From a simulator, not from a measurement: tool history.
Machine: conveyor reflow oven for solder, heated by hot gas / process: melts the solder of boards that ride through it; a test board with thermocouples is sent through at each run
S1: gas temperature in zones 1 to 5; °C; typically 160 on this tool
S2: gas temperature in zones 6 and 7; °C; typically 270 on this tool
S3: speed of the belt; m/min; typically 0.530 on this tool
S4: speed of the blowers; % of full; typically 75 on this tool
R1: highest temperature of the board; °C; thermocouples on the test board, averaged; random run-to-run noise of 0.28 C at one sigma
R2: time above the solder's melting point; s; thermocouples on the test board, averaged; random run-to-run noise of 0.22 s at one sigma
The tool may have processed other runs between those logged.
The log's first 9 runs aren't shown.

run	day	S1	S2	S3	S4	R1	R2
10	3.417	160	270	0.530	66	254.9	57.6
11	3.638	160	270	0.491	75	259.1	66.3
12	4.071	160	270	0.530	75	256.4	59.4
13	4.283	160	270	0.530	75	256.4	59.2
14	4.554	160	270	0.530	75	256.5	59.3
15	4.896	160	270	0.530	75	256.7	59.3
16	5.321	160	270	0.530	75	256.9	59.7
17	5.754	160	273	0.474	75	262.1	71.3
18	6.242	160	273	0.474	75	262.4	71.2
19	6.488	152	269	0.476	54	251.9	59.6
20	6.921	168	264	0.600	54	242.2	40.9
21	7.150	168	264	0.600	54	242.3	41.5
22	7.404	154	264	0.600	54	239.1	34.4
23	7.888	160	277	0.529	75	262.5	63.3
24	8.383	160	277	0.529	75	262.5	63.1
25	8.721	154	266	0.609	55	240.2	35.4
26	9.054	154	266	0.609	55	239.8	35.4
27	9.479	160	275	0.530	75	260.3	61.7
28	9.908	160	275	0.530	75	260.4	61.7
# day 10.392: flux residue cleaned out of gas plates and filters
29	10.467	160	275	0.530	75	262.2	63.1
30	10.804	160	270	0.530	64	254.6	57.4

What does the tool deliver on the next run?
31	11.092	160	270	0.530	64	?	?

Run 31 came out at R1 254.8 °C, R2 58.4 s.
Take away the tool's hidden state, keep the run-to-run variation as it was, and the same run would have given R1 255.3 °C, R2 57.9 s.
